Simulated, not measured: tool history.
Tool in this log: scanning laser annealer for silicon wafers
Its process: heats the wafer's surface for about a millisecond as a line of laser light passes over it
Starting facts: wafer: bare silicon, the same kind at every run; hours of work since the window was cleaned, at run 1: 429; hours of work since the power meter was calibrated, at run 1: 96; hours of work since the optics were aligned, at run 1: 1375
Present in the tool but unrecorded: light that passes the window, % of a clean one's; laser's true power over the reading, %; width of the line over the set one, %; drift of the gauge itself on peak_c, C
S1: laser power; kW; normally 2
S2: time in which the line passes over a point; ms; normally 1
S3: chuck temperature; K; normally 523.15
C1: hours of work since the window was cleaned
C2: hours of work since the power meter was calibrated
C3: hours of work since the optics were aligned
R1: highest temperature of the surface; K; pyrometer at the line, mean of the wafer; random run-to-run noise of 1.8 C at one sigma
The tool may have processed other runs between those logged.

run	hour	S1	S2	S3	C1	C2	C3	R1
1	0	2	1	523.15	429	96	1375	1298.15
2	11	2	1	523.15	435	102	1381	1298.15
3	22.5	2	1	523.15	441	108	1387	1297.15
4	34.7	2	1	523.15	448	114	1393	1300.15
5	44.5	2	0.75	523.15	453	119	1398	1201.15
6	49.9	2	1	530.15	456	122	1401	1305.15
# hour 58: window over the wafer cleaned
7	58.7	1.885	1.24	512.15	0	126	1405	1354.15
8	66.9	1.885	1.11	542.15	5	130	1409	1336.15
9	74.6	2.104	1	527.15	9	134	1413	1393.15
10	82.5	1.852	0.98	562.15	13	138	1417	1298.15
11	91.9	2.028	0.92	505.15	18	143	1422	1306.15

How the hidden state differs across the entries between the runs, from the last listed run before each to the first after it:
Run 6 -> run 7: window over the wafer cleaned (hour 58)
  light that passes the window, % of a clean one's: 95.46 -> 99.78
  the result without the hidden state subtracted from the measured one, R1: -55 -> -13 K
